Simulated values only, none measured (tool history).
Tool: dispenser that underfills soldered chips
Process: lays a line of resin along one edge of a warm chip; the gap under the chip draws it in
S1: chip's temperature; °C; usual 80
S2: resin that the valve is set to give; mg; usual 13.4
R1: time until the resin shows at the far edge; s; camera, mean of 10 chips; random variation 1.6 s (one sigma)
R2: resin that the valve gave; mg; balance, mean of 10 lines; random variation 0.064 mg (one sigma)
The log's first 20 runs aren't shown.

At hour 157.6: new syringe of resin.
Run 21, hour 162.5: usual settings but S1 92 °C, S2 11.4 mg. Result: R1 119.9 s, R2 11.23 mg.
At hour 165.5: new syringe of resin.
Run 22, hour 169.8: usual settings but S1 92 °C, S2 14.7 mg. Result: R1 112.3 s, R2 14.59 mg.
At hour 173: new syringe of resin.
Run 23, hour 179.6: usual settings but S1 77 °C, S2 14.7 mg. Result: R1 218.1 s, R2 14.42 mg.
At hour 180.6: new syringe of resin.
Run 24, hour 184.7: usual settings but S1 77 °C, S2 14.7 mg. Result: R1 198.6 s, R2 14.41 mg.
At hour 188.1: new syringe of resin.
Run 25, hour 193.7: usual settings but S1 69 °C, S2 17 mg. Result: R1 290.7 s, R2 16.45 mg.
At hour 196.1: new syringe of resin.
At hour 203.6: new syringe of resin.
Run 26, hour 204.6: usual settings but S1 67 °C, S2 11.6 mg. Result: R1 275.3 s, R2 11.19 mg.
At hour 211.7: new syringe of resin.
Run 27, hour 214.1: usual settings but S1 67 °C, S2 11.6 mg. Result: R1 292.3 s, R2 11 mg.
At hour 219.8: new syringe of resin.
Run 28, hour 223.6: usual settings but S1 67 °C, S2 11.6 mg. Result: R1 314.5 s, R2 11.1 mg.
At hour 227.3: new syringe of resin.
Run 29, hour 228.8: usual settings but S1 87 °C, S2 14.7 mg. Result: R1 119.6 s, R2 14.02 mg.
At hour 235.2: new syringe of resin.
Run 30, hour 236.2: usual settings but S1 87 °C, S2 14.7 mg. Result: R1 122 s, R2 13.88 mg.
At hour 242.7: new syringe of resin.
Run 31, hour 246.2: usual settings but S1 87 °C, S2 16.9 mg. Result: R1 128.9 s, R2 15.88 mg.
At hour 250.2: new syringe of resin.
Run 32, hour 251.7: usual settings but S1 81 °C, S2 12.2 mg. Result: R1 158.1 s, R2 11.37 mg.
At hour 257.6: new syringe of resin.
Run 33, hour 260: usual settings but S1 77 °C, S2 16.8 mg. Result: R1 178.8 s, R2 15.55 mg.

5 ways to go on from here, each from the tool as it stands after run 33. What would each give?
At hour 265.2: new syringe of resin.
Run A, hour 271.2: usual settings but S1 70 °C, S2 17.2 mg. Result: R1 ?, R2 ?.
At hour 265.2: new syringe of resin.
Run B, hour 271.2: usual settings but S1 70 °C. Result: R1 ?, R2 ?.
At hour 265.2: new syringe of resin.
Run C, hour 271.2: usual settings but S2 16.2 mg. Result: R1 ?, R2 ?.
At hour 265.2: new syringe of resin.
Run D, hour 271.2: usual settings but S1 94 °C, S2 14.2 mg. Result: R1 ?, R2 ?.
At hour 265.2: new syringe of resin.
Run E, hour 271.2: usual settings but S1 77 °C, S2 17.3 mg. Result: R1 ?, R2 ?.

run     R1     R2
  A    275  15.86
  B  286.6  12.28
  C  185.4  14.86
  D  111.8  13.05
  E  207.1  16.03
Without the tool's hidden state the same runs would have given:
run     R1     R2
  A  231.1  17.26
  B  238.4  13.37
  C  155.2  16.17
  D   92.6  14.19
  E  173.7  17.44
